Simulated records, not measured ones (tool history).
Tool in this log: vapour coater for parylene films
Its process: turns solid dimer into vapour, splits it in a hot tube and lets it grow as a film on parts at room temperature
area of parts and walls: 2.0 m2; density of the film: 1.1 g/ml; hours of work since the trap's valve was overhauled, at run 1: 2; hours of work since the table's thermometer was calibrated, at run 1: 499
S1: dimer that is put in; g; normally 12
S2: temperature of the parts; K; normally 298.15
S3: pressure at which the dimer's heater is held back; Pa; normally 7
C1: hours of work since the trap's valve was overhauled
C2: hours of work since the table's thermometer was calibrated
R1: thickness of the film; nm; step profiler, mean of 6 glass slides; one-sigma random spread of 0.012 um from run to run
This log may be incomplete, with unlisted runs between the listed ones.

run     day  S1      S2    S3   C1   C2    R1
  1       0  12  298.15     7    2  499  2660
  2   0.758  12  298.15  2.63   18  515  3000
  3   1.296  12  298.15  2.63   29  526  3000
  4   1.925  12  298.15  5.11   42  539  2750
  5   2.888  12  299.15     7   62  559  2530
  6   3.817  12  299.15     7   81  578  2510
  7   5.079  12  299.15     7  107  604  2520
  8     6.1  12  299.15     7  128  625  2510
  9   6.633  12  299.15     7  139  636  2530
 10   7.304  12  299.15     7  153  650  2490
 11   8.296  12  299.15     7  173  670  2500
 12   9.521   7  304.15  2.17  199  696  1330
 13  10.421  18  308.15  5.02  217  714  2550
 14  11.608  18  308.15  5.02  242  739  2530
 15  12.725  17  308.15  2.92  265  762  2530
 16  13.242   5  298.15     7  276  772  1090
 17  13.979   8  299.15  3.41  291  788  1790

Here are 5 independent what-if runs from the current tool condition. What would each one return?
  A  15.104  11  298.15   3.41  314  811   ?
  B  15.104   8  296.15  11.13  314  811   ?
  C  15.104  12  296.15      7  314  811   ?
  D  15.104   9  298.15   2.26  314  811   ?
  E  15.104   8  307.15   3.41  314  811   ?

run    R1
  A  2590
  B  1800
  C  2880
  D  2220
  E  1230
With the hidden condition removed and each run's random variation left untouched, the same runs would have given:
run    R1
  A  2610
  B  1810
  C  2900
  D  2240
  E  1250
